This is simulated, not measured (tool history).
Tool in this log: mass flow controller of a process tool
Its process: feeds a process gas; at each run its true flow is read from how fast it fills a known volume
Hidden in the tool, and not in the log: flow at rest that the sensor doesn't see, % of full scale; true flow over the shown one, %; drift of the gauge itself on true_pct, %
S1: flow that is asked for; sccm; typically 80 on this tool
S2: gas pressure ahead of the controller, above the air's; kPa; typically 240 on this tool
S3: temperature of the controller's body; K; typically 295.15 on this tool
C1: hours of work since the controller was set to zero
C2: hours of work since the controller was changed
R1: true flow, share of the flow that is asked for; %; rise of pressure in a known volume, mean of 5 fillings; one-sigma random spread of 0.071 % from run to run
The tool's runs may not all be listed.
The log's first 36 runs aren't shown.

run	hour	S1	S2	S3	C1	C2	R1
37	8034.3	80	240	311.15	302	5241	101.95
38	8321.3	112	167	295.15	393	5331	100.86
39	8605.9	27	156	295.15	482	5421	100.43
# hour 8848.6: gauge calibrated
40	8848.6	90	156	295.15	559	5498	99
41	9119.1	24	259	294.15	644	5583	99.53
42	9333.9	40	259	297.15	712	5651	99.64
43	9520.2	40	259	297.15	771	5709	99.83
44	9718.5	32	177	295.15	833	5772	99

Here are 5 independent what-if runs from the current tool condition. What would each one return?
A	9979.9	80	240	306.15	916	5854	?
B	9979.9	80	186	295.15	916	5854	?
C	9979.9	80	198	294.15	916	5854	?
D	9979.9	21	240	310.15	916	5854	?
E	9979.9	115	177	295.15	916	5854	?

run	R1
A	100.33
B	99.47
C	99.41
D	100.3
E	99.45
Had the tool no hidden state, the same runs would have come out as:
run	R1
A	100.09
B	99.23
C	99.17
D	100.05
E	99.21
